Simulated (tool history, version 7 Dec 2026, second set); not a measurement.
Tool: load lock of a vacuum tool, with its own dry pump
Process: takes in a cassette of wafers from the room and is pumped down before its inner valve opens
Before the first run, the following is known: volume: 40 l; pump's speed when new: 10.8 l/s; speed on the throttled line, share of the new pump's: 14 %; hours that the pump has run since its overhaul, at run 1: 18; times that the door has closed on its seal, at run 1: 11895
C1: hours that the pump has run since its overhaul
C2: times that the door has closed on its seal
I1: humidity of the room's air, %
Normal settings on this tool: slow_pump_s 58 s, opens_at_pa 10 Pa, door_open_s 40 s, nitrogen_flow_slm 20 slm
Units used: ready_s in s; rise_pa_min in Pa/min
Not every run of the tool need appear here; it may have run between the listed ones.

{"run": 1, "hour": 0.0, "slow_pump_s": 58, "opens_at_pa": 10, "door_open_s": 40, "nitrogen_flow_slm": 20, "C1": 18, "C2": 11895, "I1": 42.0, "ready_s": 84.5, "rise_pa_min": 0.159}
{"run": 2, "hour": 445.7, "slow_pump_s": 58, "opens_at_pa": 10, "door_open_s": 40, "nitrogen_flow_slm": 20, "C1": 463, "C2": 13175, "I1": 46.6, "ready_s": 85.0, "rise_pa_min": 0.177}
{"run": 3, "hour": 830.3, "slow_pump_s": 58, "opens_at_pa": 10, "door_open_s": 40, "nitrogen_flow_slm": 20, "C1": 848, "C2": 14279, "I1": 46.8, "ready_s": 84.7, "rise_pa_min": 0.191}
{"run": 4, "hour": 1453.8, "slow_pump_s": 57, "opens_at_pa": 10, "door_open_s": 40, "nitrogen_flow_slm": 20, "C1": 1471, "C2": 16069, "I1": 46.6, "ready_s": 85.4, "rise_pa_min": 0.217}
{"run": 5, "hour": 1869.3, "slow_pump_s": 57, "opens_at_pa": 10, "door_open_s": 40, "nitrogen_flow_slm": 20, "C1": 1887, "C2": 17262, "I1": 47.4, "ready_s": 84.1, "rise_pa_min": 0.231}
{"run": 6, "hour": 2306.2, "slow_pump_s": 57, "opens_at_pa": 10, "door_open_s": 146, "nitrogen_flow_slm": 20, "C1": 2324, "C2": 18516, "I1": 45.1, "ready_s": 84.3, "rise_pa_min": 0.278}
{"run": 7, "hour": 2877.2, "slow_pump_s": 57, "opens_at_pa": 10, "door_open_s": 146, "nitrogen_flow_slm": 20, "C1": 2895, "C2": 20156, "I1": 45.3, "ready_s": 84.5, "rise_pa_min": 0.302}
{"run": 8, "hour": 3482.9, "slow_pump_s": 58, "opens_at_pa": 10, "door_open_s": 93, "nitrogen_flow_slm": 20, "C1": 3501, "C2": 21895, "I1": 41.7, "ready_s": 85.1, "rise_pa_min": 0.31}
{"run": 9, "hour": 3822.8, "slow_pump_s": 58, "opens_at_pa": 10, "door_open_s": 93, "nitrogen_flow_slm": 20, "C1": 3840, "C2": 22871, "I1": 44.6, "ready_s": 85.8, "rise_pa_min": 0.335}
{"run": 10, "hour": 4444.0, "slow_pump_s": 58, "opens_at_pa": 10, "door_open_s": 40, "nitrogen_flow_slm": 20, "C1": 4462, "C2": 24655, "I1": 47.0, "ready_s": 87.0, "rise_pa_min": 0.351}
{"run": 11, "hour": 4996.0, "slow_pump_s": 58, "opens_at_pa": 10, "door_open_s": 40, "nitrogen_flow_slm": 20, "C1": 5014, "C2": 26239, "I1": 42.5, "ready_s": 87.4, "rise_pa_min": 0.38}
{"run": 12, "hour": 5533.8, "slow_pump_s": 58, "opens_at_pa": 10, "door_open_s": 40, "nitrogen_flow_slm": 20, "C1": 5551, "C2": 27784, "I1": 43.9, "ready_s": 85.9, "rise_pa_min": 0.402}
{"run": 13, "hour": 5883.7, "slow_pump_s": 58, "opens_at_pa": 10, "door_open_s": 40, "nitrogen_flow_slm": 20, "C1": 5901, "C2": 28788, "I1": 42.4, "ready_s": 85.9, "rise_pa_min": 0.422}
{"run": 14, "hour": 6239.2, "slow_pump_s": 58, "opens_at_pa": 10, "door_open_s": 40, "nitrogen_flow_slm": 20, "C1": 6257, "C2": 29809, "I1": 44.6, "ready_s": 88.0, "rise_pa_min": 0.437}
{"run": 15, "hour": 6530.4, "slow_pump_s": 58, "opens_at_pa": 10, "door_open_s": 40, "nitrogen_flow_slm": 20, "C1": 6548, "C2": 30645, "I1": 47.9, "ready_s": 88.1, "rise_pa_min": 0.475}
{"run": 16, "hour": 7080.5, "slow_pump_s": 58, "opens_at_pa": 10, "door_open_s": 40, "nitrogen_flow_slm": 20, "C1": 7098, "C2": 32224, "I1": 44.2, "ready_s": 86.8, "rise_pa_min": 0.496}
{"run": 17, "hour": 7357.6, "slow_pump_s": 58, "opens_at_pa": 10, "door_open_s": 40, "nitrogen_flow_slm": 20, "C1": 7375, "C2": 33020, "I1": 46.9, "ready_s": 87.0, "rise_pa_min": 0.506}
{"run": 18, "hour": 7934.2, "slow_pump_s": 58, "opens_at_pa": 10, "door_open_s": 30, "nitrogen_flow_slm": 20, "C1": 7952, "C2": 34676, "I1": 45.7, "ready_s": 87.1, "rise_pa_min": 0.554}
{"hour": 8027.1, "done": "door's seal changed, seat wiped"}
{"run": 19, "hour": 8599.4, "slow_pump_s": 58, "opens_at_pa": 10, "door_open_s": 212, "nitrogen_flow_slm": 20, "C1": 8615, "C2": 1643, "I1": 44.3, "ready_s": 88.8, "rise_pa_min": 0.081}
{"run": 20, "hour": 9002.3, "slow_pump_s": 58, "opens_at_pa": 10, "door_open_s": 212, "nitrogen_flow_slm": 20, "C1": 9018, "C2": 2800, "I1": 44.6, "ready_s": 88.4, "rise_pa_min": 0.094}
{"run": 21, "hour": 9385.6, "slow_pump_s": 64, "opens_at_pa": 10, "door_open_s": 40, "nitrogen_flow_slm": 20, "C1": 9402, "C2": 3901, "I1": 44.1, "ready_s": 92.8, "rise_pa_min": 0.06}
{"run": 22, "hour": 9951.7, "slow_pump_s": 79, "opens_at_pa": 10, "door_open_s": 171, "nitrogen_flow_slm": 11, "C1": 9968, "C2": 5526, "I1": 44.8, "ready_s": 105.3, "rise_pa_min": 0.116}
{"run": 23, "hour": 10322.8, "slow_pump_s": 84, "opens_at_pa": 10, "door_open_s": 200, "nitrogen_flow_slm": 20, "C1": 10339, "C2": 6592, "I1": 46.5, "ready_s": 110.1, "rise_pa_min": 0.112}
{"run": 24, "hour": 10645.7, "slow_pump_s": 100, "opens_at_pa": 13, "door_open_s": 111, "nitrogen_flow_slm": 5, "C1": 10662, "C2": 7519, "I1": 43.8, "ready_s": 122.8, "rise_pa_min": 0.134}
{"run": 25, "hour": 11281.8, "slow_pump_s": 58, "opens_at_pa": 10, "door_open_s": 40, "nitrogen_flow_slm": 14, "C1": 11298, "C2": 9345, "I1": 46.3, "ready_s": 89.1, "rise_pa_min": 0.113}
{"run": 26, "hour": 11613.4, "slow_pump_s": 58, "opens_at_pa": 10, "door_open_s": 40, "nitrogen_flow_slm": 14, "C1": 11630, "C2": 10297, "I1": 44.8, "ready_s": 89.7, "rise_pa_min": 0.116}
{"run": 27, "hour": 12103.3, "slow_pump_s": 29, "opens_at_pa": 10, "door_open_s": 38, "nitrogen_flow_slm": 14, "C1": 12119, "C2": 11704, "I1": 44.2, "ready_s": 65.2, "rise_pa_min": 0.125}
{"run": 28, "hour": 12634.6, "slow_pump_s": 85, "opens_at_pa": 16, "door_open_s": 38, "nitrogen_flow_slm": 14, "C1": 12651, "C2": 13229, "I1": 44.0, "ready_s": 110.6, "rise_pa_min": 0.141}
{"run": 29, "hour": 13233.4, "slow_pump_s": 33, "opens_at_pa": 17, "door_open_s": 56, "nitrogen_flow_slm": 24, "C1": 13250, "C2": 14949, "I1": 48.0, "ready_s": 66.9, "rise_pa_min": 0.16}
{"run": 30, "hour": 13778.4, "slow_pump_s": 80, "opens_at_pa": 10, "door_open_s": 37, "nitrogen_flow_slm": 34, "C1": 13795, "C2": 16513, "I1": 43.6, "ready_s": 109.0, "rise_pa_min": 0.173}
{"hour": 14001.6, "done": "dry pump taken out, an overhauled one fitted"}
{"run": 31, "hour": 14415.4, "slow_pump_s": 77, "opens_at_pa": 9, "door_open_s": 33, "nitrogen_flow_slm": 20, "C1": 414, "C2": 18325, "I1": 42.8, "ready_s": 101.3, "rise_pa_min": 0.207}
{"run": 32, "hour": 14745.8, "slow_pump_s": 58, "opens_at_pa": 8, "door_open_s": 42, "nitrogen_flow_slm": 5, "C1": 744, "C2": 19274, "I1": 40.6, "ready_s": 85.0, "rise_pa_min": 0.234}
{"run": 33, "hour": 15199.1, "slow_pump_s": 85, "opens_at_pa": 10, "door_open_s": 238, "nitrogen_flow_slm": 23, "C1": 1197, "C2": 20575, "I1": 47.5, "ready_s": 108.6, "rise_pa_min": 0.282}
{"run": 34, "hour": 15832.4, "slow_pump_s": 46, "opens_at_pa": 18, "door_open_s": 40, "nitrogen_flow_slm": 20, "C1": 1831, "C2": 22394, "I1": 47.9, "ready_s": 71.1, "rise_pa_min": 0.274}
{"run": 35, "hour": 16441.7, "slow_pump_s": 46, "opens_at_pa": 18, "door_open_s": 40, "nitrogen_flow_slm": 20, "C1": 2440, "C2": 24143, "I1": 45.8, "ready_s": 72.6, "rise_pa_min": 0.306}
{"run": 36, "hour": 16848.2, "slow_pump_s": 32, "opens_at_pa": 17, "door_open_s": 229, "nitrogen_flow_slm": 8, "C1": 2847, "C2": 25310, "I1": 43.9, "ready_s": 61.3, "rise_pa_min": 0.407}
{"run": 37, "hour": 17237.8, "slow_pump_s": 68, "opens_at_pa": 11, "door_open_s": 39, "nitrogen_flow_slm": 5, "C1": 3236, "C2": 26429, "I1": 47.5, "ready_s": 93.2, "rise_pa_min": 0.366}

4 ways to go on from here, each from the tool as it stands after run 37. What would each give?
{"run": "A", "hour": 17528.7, "slow_pump_s": 69, "opens_at_pa": 10, "door_open_s": 155, "nitrogen_flow_slm": 5, "C1": 3527, "C2": 27264, "I1": 40.7, "ready_s": "?", "rise_pa_min": "?"}
{"run": "B", "hour": 17528.7, "slow_pump_s": 70, "opens_at_pa": 8, "door_open_s": 40, "nitrogen_flow_slm": 20, "C1": 3527, "C2": 27264, "I1": 45.8, "ready_s": "?", "rise_pa_min": "?"}
{"run": "C", "hour": 17528.7, "slow_pump_s": 63, "opens_at_pa": 11, "door_open_s": 39, "nitrogen_flow_slm": 22, "C1": 3527, "C2": 27264, "I1": 42.2, "ready_s": "?", "rise_pa_min": "?"}
{"run": "D", "hour": 17528.7, "slow_pump_s": 68, "opens_at_pa": 14, "door_open_s": 62, "nitrogen_flow_slm": 33, "C1": 3527, "C2": 27264, "I1": 41.8, "ready_s": "?", "rise_pa_min": "?"}

run=A ready_s=94.6 rise_pa_min=0.421
run=B ready_s=96.4 rise_pa_min=0.368
run=C ready_s=90.2 rise_pa_min=0.357
run=D ready_s=92.4 rise_pa_min=0.368
Without the tool's unlogged condition, the same runs would have read:
run=A ready_s=93.7 rise_pa_min=0.086
run=B ready_s=95.5 rise_pa_min=0.031
run=C ready_s=89.3 rise_pa_min=0.028
run=D ready_s=91.5 rise_pa_min=0.026
